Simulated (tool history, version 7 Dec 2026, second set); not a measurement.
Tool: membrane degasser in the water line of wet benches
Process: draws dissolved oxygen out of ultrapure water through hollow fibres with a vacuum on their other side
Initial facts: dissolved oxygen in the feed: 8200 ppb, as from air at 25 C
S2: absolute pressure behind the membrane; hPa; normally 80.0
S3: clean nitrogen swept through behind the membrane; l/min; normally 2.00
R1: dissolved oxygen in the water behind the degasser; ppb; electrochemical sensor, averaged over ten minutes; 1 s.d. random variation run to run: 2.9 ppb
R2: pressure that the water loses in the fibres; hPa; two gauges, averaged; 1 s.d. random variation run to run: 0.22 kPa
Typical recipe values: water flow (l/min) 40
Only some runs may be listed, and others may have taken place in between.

run 1 hour=0.0 | water_flow_(l/min)=40 S2=80.0 S3=2.00 | R1=287.5 R2=542.1
run 2 hour=166.5 | water_flow_(l/min)=40 S2=80.0 S3=2.00 | R1=289.9 R2=540.5
run 3 hour=278.2 | water_flow_(l/min)=40 S2=80.0 S3=2.00 | R1=293.8 R2=537.9
run 4 hour=477.0 | water_flow_(l/min)=40 S2=80.0 S3=2.00 | R1=288.0 R2=538.4
-- hour=656.8 vacuum gauge calibrated
run 5 hour=656.8 | water_flow_(l/min)=40 S2=80.0 S3=2.00 | R1=292.1 R2=534.6
run 6 hour=786.2 | water_flow_(l/min)=40 S2=80.0 S3=2.00 | R1=287.9 R2=535.0
run 7 hour=966.6 | water_flow_(l/min)=40 S2=80.0 S3=2.00 | R1=287.8 R2=535.4
run 8 hour=1100.5 | water_flow_(l/min)=40 S2=80.0 S3=2.00 | R1=289.8 R2=534.4
run 9 hour=1186.5 | water_flow_(l/min)=40 S2=80.0 S3=2.00 | R1=286.5 R2=531.5
run 10 hour=1357.9 | water_flow_(l/min)=40 S2=80.0 S3=2.00 | R1=289.5 R2=530.7
run 11 hour=1442.7 | water_flow_(l/min)=40 S2=80.0 S3=2.00 | R1=289.3 R2=525.6
run 12 hour=1598.7 | water_flow_(l/min)=40 S2=80.0 S3=2.00 | R1=284.1 R2=530.9
-- hour=1773.5 gauge calibrated
run 13 hour=1801.1 | water_flow_(l/min)=40 S2=80.0 S3=2.00 | R1=290.3 R2=537.4
run 14 hour=1920.1 | water_flow_(l/min)=40 S2=80.0 S3=2.00 | R1=288.6 R2=542.6
run 15 hour=2067.6 | water_flow_(l/min)=40 S2=80.0 S3=2.00 | R1=288.2 R2=543.1
run 16 hour=2273.2 | water_flow_(l/min)=40 S2=130.1 S3=2.00 | R1=486.0 R2=532.9
run 17 hour=2449.3 | water_flow_(l/min)=40 S2=67.0 S3=1.85 | R1=245.2 R2=533.9
run 18 hour=2602.9 | water_flow_(l/min)=40 S2=80.0 S3=2.18 | R1=274.8 R2=533.6
run 19 hour=2756.5 | water_flow_(l/min)=28 S2=55.1 S3=4.16 | R1=68.2 R2=374.6
run 20 hour=2870.1 | water_flow_(l/min)=28 S2=55.1 S3=4.16 | R1=70.9 R2=375.9
run 21 hour=2982.0 | water_flow_(l/min)=28 S2=55.1 S3=2.95 | R1=83.9 R2=372.7
run 22 hour=3105.4 | water_flow_(l/min)=28 S2=55.1 S3=2.95 | R1=83.5 R2=372.1
run 23 hour=3304.4 | water_flow_(l/min)=28 S2=55.1 S3=2.95 | R1=82.9 R2=368.7
run 24 hour=3448.0 | water_flow_(l/min)=38 S2=80.0 S3=2.00 | R1=265.7 R2=500.0
run 25 hour=3555.8 | water_flow_(l/min)=25 S2=171.6 S3=3.41 | R1=263.9 R2=325.9
run 26 hour=3749.4 | water_flow_(l/min)=30 S2=55.6 S3=3.41 | R1=87.1 R2=390.7
run 27 hour=3870.0 | water_flow_(l/min)=30 S2=55.6 S3=1.57 | R1=136.3 R2=396.8
run 28 hour=4032.5 | water_flow_(l/min)=30 S2=49.0 S3=1.74 | R1=103.4 R2=391.4
run 29 hour=4238.6 | water_flow_(l/min)=30 S2=49.0 S3=1.74 | R1=106.2 R2=386.0
run 30 hour=4426.2 | water_flow_(l/min)=40 S2=67.9 S3=1.45 | R1=283.8 R2=515.7
run 31 hour=4537.8 | water_flow_(l/min)=40 S2=67.9 S3=1.45 | R1=289.6 R2=520.7
-- hour=4581.5 gauge calibrated
run 32 hour=4688.7 | water_flow_(l/min)=42 S2=137.3 S3=1.07 | R1=829.4 R2=570.7

4 ways to go on from here, each from the tool as it stands after run 32. What would each give?
run A hour=4846.8 | water_flow_(l/min)=31 S2=174.6 S3=1.95 | R1=? R2=?
run B hour=4846.8 | water_flow_(l/min)=28 S2=94.6 S3=1.07 | R1=? R2=?
run C hour=4846.8 | water_flow_(l/min)=49 S2=190.4 S3=2.36 | R1=? R2=?
run D hour=4846.8 | water_flow_(l/min)=51 S2=100.9 S3=2.00 | R1=? R2=?

run=A R1=535.9 R2=423.0
run=B R1=366.8 R2=376.4
run=C R1=774.8 R2=661.7
run=D R1=492.2 R2=686.6
Without the tool's unlogged condition, the same runs would have read:
run=A R1=535.7 R2=424.5
run=B R1=366.6 R2=377.7
run=C R1=774.4 R2=664.0
run=D R1=491.7 R2=688.9
